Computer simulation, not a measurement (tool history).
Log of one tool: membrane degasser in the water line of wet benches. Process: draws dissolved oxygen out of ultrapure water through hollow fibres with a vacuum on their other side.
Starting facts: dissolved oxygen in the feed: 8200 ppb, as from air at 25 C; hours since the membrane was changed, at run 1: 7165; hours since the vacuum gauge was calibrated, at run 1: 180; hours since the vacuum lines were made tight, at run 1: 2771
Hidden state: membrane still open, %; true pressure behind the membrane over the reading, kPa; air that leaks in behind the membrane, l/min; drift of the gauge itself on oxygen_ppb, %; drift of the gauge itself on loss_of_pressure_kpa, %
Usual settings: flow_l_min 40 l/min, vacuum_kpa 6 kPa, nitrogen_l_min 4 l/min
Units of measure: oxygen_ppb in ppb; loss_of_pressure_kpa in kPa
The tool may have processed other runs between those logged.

run,hour,flow_l_min,vacuum_kpa,nitrogen_l_min,hours since the membrane was changed,hours since the vacuum gauge was calibrated,hours since the vacuum lines were made tight,oxygen_ppb,loss_of_pressure_kpa
1,0,40,6,4,7165,180,2771,74.8,58.38
2,112.5,40,6,4,7277,293,2883,73.4,59.17
3,200.4,40,6,4,7365,381,2971,74,58.56
4,321.4,40,6,4,7486,501,3092,73.9,58.42
5,439.7,29,6,4,7605,620,3211,52.8,42.24
6,530.3,29,6,4,7695,710,3301,50.9,42.16
7,694.1,29,6,4,7859,874,3465,51.7,42.23
8,822.6,40,6,2.38,7988,1003,3593,113.7,58.26
9,920.4,40,4.19,2.38,8085,1100,3691,45.5,58.12
10,1107.2,40,6,4,8272,1287,3878,74.1,57.94
11,1302.8,40,6,4,8468,1483,4074,74.8,57.65
12,1433,40,6,4,8598,1613,4204,74.6,57.78
13,1540.3,40,6,4,8705,1720,4311,73.5,58.03
14,1626.4,40,6,4,8791,1806,4397,73.5,57.88
15,1731.9,40,6,4,8897,1912,4503,73.9,57.34
16,1862.4,40,6,4,9027,2042,4633,74.9,57.75
17,2029.1,40,6,4,9194,2209,4800,75.6,58.08
18,2162,40,6,3.17,9327,2342,4933,89.2,57.24
19,2273.2,45,6.01,1.85,9438,2453,5044,158.3,64.19
20,2431.6,45,6.01,1.85,9597,2612,5202,157.9,64.39
21,2596.9,45,8.04,6.02,9762,2777,5368,97.9,64.41
22,2772,45,8.04,6.02,9937,2952,5543,97.1,64.11
23,2871.3,27,8.04,6.02,10036,3051,5642,56,38.57
# hour 2949.3: gauge calibrated
24,2954.2,41,6.16,4,10119,3134,5725,80.5,59.94
25,3069.4,35,4.88,3.29,10234,3249,5840,48.6,51.28
26,3260.1,35,4.88,3.29,10425,3440,6031,48.2,50.68
27,3353.8,35,4.38,10.34,10519,3534,6125,15.6,51.01
28,3520,40,6,7.26,10685,3700,6291,45.6,58.19
# hour 3550.3: vacuum gauge calibrated
29,3626.5,40,6,7.26,10791,76,6397,45.7,58.06
30,3724,40,12.77,4,10888,174,6494,229.6,57.85
31,3891.7,26,11.39,5.59,11056,341,6662,94.3,38.08

Measured result minus the same run's result without the hidden state. Both carry the same run-to-run variation, though not necessarily the same gauge scatter:
run,loss_of_pressure_kpa
1,+0.06
2,-0.01
3,-0.05
4,-0.12
5,-0.13
6,-0.17
7,-0.23
8,-0.39
9,-0.44
10,-0.55
11,-0.64
12,-0.72
13,-0.78
14,-0.82
15,-0.87
16,-0.96
17,-1.05
18,-1.12
19,-1.31
20,-1.42
21,-1.52
22,-1.62
23,-1.02
24,+0.08
25,+0.01
26,-0.07
27,-0.12
28,-0.23
29,-0.29
30,-0.33
31,-0.28
oxygen_ppb: differs from the measured result by no more than 0.2 ppb in any run.
